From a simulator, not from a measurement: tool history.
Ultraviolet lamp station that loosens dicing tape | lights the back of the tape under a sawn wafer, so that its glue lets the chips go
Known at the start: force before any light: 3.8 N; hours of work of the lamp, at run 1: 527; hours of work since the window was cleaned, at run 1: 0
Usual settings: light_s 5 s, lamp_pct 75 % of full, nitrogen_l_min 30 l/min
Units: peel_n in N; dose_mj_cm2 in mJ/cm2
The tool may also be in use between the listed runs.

run	hour	light_s	lamp_pct	nitrogen_l_min	hours of work of the lamp	hours of work since the window was cleaned	peel_n	dose_mj_cm2
1	0	5	75	30	527	0	0.223	226
2	54.7	5	75	18	556	29	0.353	224
3	154.5	5	75	30	609	81	0.249	210
4	246.9	5	75	30	658	130	0.261	202
5	299.5	5	75	30	685	158	0.282	199
6	363.9	5	75	30	719	192	0.301	191
7	432.6	5	75	30	756	228	0.337	182
# hour 457.4: window cleaned of glue's vapour
8	502	5	75	30	792	24	0.4	166
9	546.3	5	75	30	815	47	0.42	161
10	619.7	5	75	30	854	86	0.444	158
11	694.1	4	75	30	893	125	0.676	120
12	766.5	4	75	30	931	163	0.74	114
# hour 780.1: window cleaned of glue's vapour, once more
13	837.6	4	75	30	969	30	0.385	174
14	918.3	4	75	30	1011	73	0.396	165
15	976.9	5	80	30	1042	104	0.249	215
16	1024.2	3	75	30	1067	129	0.746	115
17	1086.1	3	75	30	1100	161	0.767	113
18	1151.2	3	75	30	1134	196	0.79	110
# hour 1235.5: window cleaned of glue's vapour
19	1251.8	3	75	30	1187	9	0.645	124
20	1312.4	5	81	30	1219	41	0.226	223
21	1373.3	5	81	44	1251	73	0.186	215
22	1472.7	7	66	45	1303	125	0.161	232
23	1537.5	7	66	45	1337	159	0.163	224
24	1613.3	3	75	30	1377	199	0.85	104
25	1661.5	3	75	30	1403	225	0.867	105
# hour 1692.4: window cleaned of glue's vapour
26	1706.1	6	87	30	1426	7	0.141	283
27	1748.7	6	87	30	1449	30	0.148	277
28	1807.3	6	87	19	1479	61	0.228	268
29	1865.4	6	87	19	1510	91	0.237	266
30	1948.8	6	87	19	1554	135	0.25	255
31	2018.1	7	63	16	1591	172	0.427	209
32	2116.6	7	79	57	1643	224	0.134	249
# hour 2149.3: window cleaned of glue's vapour
33	2206.1	7	79	57	1690	30	0.107	287
34	2291.7	4	99	11	1735	75	0.641	193
35	2386.1	4	99	25	1784	125	0.351	188
36	2451.8	4	99	25	1819	160	0.371	181
37	2539.6	2	97	17	1865	206	1.442	87
# hour 2603: window cleaned of glue's vapour
38	2619.7	7	72	18	1907	9	0.243	257
# hour 2643.1: lamp changed
39	2720.2	5	72	39	41	61	0.199	221
40	2797.3	3	75	37	81	102	0.527	134
41	2865.1	3	75	37	117	138	0.538	127
42	2929.2	5	77	30	151	172	0.241	214

Forecast each of these 5 alternatives for the next run:
A	3019.9	4	69	26	199	219	?	?
B	3019.9	6	77	30	199	219	?	?
C	3019.9	5	79	39	199	219	?	?
D	3019.9	3	83	10	199	219	?	?
E	3019.9	3	68	30	199	219	?	?

run	peel_n	dose_mj_cm2
A	0.565	144
B	0.189	240
C	0.209	213
D	1.147	128
E	0.834	104
Without the tool's hidden state the same runs would have given:
run	peel_n	dose_mj_cm2
A	0.387	178
B	0.136	296
C	0.146	261
D	0.886	158
E	0.605	128
